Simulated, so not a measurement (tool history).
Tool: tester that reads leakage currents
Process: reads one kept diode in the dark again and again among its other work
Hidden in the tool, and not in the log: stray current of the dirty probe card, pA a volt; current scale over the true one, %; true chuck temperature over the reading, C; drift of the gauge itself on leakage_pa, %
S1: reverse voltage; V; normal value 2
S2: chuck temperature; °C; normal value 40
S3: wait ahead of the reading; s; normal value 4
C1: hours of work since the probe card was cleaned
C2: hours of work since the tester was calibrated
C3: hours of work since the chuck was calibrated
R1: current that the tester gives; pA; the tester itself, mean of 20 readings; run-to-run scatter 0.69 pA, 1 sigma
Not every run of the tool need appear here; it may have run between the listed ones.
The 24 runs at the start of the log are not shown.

run	day	S1	S2	S3	C1	C2	C3	R1
25	54.196	1.5	33	4	2358	1804	54	133.07
26	56.058	5.68	23	4	2389	1836	86	106.71
27	58.671	2	40	3.81	2434	1880	130	235.54
28	60.8	1.33	22	0.32	2470	1916	166	60.59
29	62.079	11.56	22	0.32	2492	1938	188	146.83
30	64.962	8.28	22	0.68	2541	1987	237	122.51
31	66.55	1.12	58	2.68	2568	2014	264	614.63
32	69.412	13.62	60	0.5	2616	2063	313	1587.64
33	71.704	1.33	60	0.5	2655	2102	352	743.61

Estimate the outcome of run 34 from the log above:
34	74.521	2	40	0.91	2703	2149	400	?

R1: 243.42 pA
With the hidden condition absent and the run-to-run variation left alone, this run would have shown R1 228.61 pA.

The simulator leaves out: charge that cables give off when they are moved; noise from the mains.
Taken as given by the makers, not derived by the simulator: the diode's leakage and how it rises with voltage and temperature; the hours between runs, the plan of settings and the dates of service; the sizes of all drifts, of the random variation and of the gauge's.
